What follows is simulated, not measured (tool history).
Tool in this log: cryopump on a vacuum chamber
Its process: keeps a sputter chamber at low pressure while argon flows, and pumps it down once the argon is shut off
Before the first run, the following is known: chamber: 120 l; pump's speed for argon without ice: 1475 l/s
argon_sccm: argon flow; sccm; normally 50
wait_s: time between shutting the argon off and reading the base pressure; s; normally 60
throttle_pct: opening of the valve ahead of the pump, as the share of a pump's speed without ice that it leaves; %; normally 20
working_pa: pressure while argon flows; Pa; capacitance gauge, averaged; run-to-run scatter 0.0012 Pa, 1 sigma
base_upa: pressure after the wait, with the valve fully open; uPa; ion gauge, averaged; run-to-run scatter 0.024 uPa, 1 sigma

run 1 day=0.000 | argon_sccm=50 wait_s=60 throttle_pct=20 | working_pa=0.2940 base_upa=2.88
run 2 day=0.450 | argon_sccm=50 wait_s=60 throttle_pct=20 | working_pa=0.2936 base_upa=2.91
run 3 day=1.021 | argon_sccm=50 wait_s=60 throttle_pct=20 | working_pa=0.2950 base_upa=2.94
run 4 day=1.438 | argon_sccm=50 wait_s=60 throttle_pct=34 | working_pa=0.1755 base_upa=3.02
run 5 day=1.933 | argon_sccm=50 wait_s=60 throttle_pct=34 | working_pa=0.1782 base_upa=3.03
run 6 day=2.512 | argon_sccm=50 wait_s=60 throttle_pct=34 | working_pa=0.1764 base_upa=3.07
run 7 day=2.979 | argon_sccm=50 wait_s=60 throttle_pct=20 | working_pa=0.2969 base_upa=3.09
run 8 day=3.325 | argon_sccm=50 wait_s=60 throttle_pct=20 | working_pa=0.2946 base_upa=3.07
run 9 day=4.067 | argon_sccm=50 wait_s=60 throttle_pct=20 | working_pa=0.2941 base_upa=3.07
run 10 day=4.625 | argon_sccm=65 wait_s=60 throttle_pct=17 | working_pa=0.4514 base_upa=3.10
run 11 day=4.933 | argon_sccm=32 wait_s=87 throttle_pct=36 | working_pa=0.1081 base_upa=2.80
run 12 day=5.492 | argon_sccm=51 wait_s=125 throttle_pct=36 | working_pa=0.1724 base_upa=2.80
run 13 day=5.917 | argon_sccm=24 wait_s=91 throttle_pct=30 | working_pa=0.0969 base_upa=2.95
run 14 day=6.521 | argon_sccm=50 wait_s=20 throttle_pct=43 | working_pa=0.1443 base_upa=4.57
run 15 day=7.079 | argon_sccm=23 wait_s=158 throttle_pct=20 | working_pa=0.1354 base_upa=2.71

Below are 4 alternative next runs, each starting from the tool's condition after run 15. Predict each:
run A day=7.588 | argon_sccm=30 wait_s=35 throttle_pct=20 | working_pa=? base_upa=?
run B day=7.588 | argon_sccm=23 wait_s=158 throttle_pct=51 | working_pa=? base_upa=?
run C day=7.588 | argon_sccm=23 wait_s=130 throttle_pct=20 | working_pa=? base_upa=?
run D day=7.588 | argon_sccm=34 wait_s=95 throttle_pct=32 | working_pa=? base_upa=?

run=A working_pa=0.1779 base_upa=3.71
run=B working_pa=0.0579 base_upa=2.76
run=C working_pa=0.1373 base_upa=2.79
run=D working_pa=0.1288 base_upa=3.04
Stripped of hidden state, with their random variation kept, the same runs would have yielded:
run=A working_pa=0.1710 base_upa=1.37
run=B working_pa=0.0525 base_upa=0.45
run=C working_pa=0.1320 base_upa=0.52
run=D working_pa=0.1210 base_upa=0.67
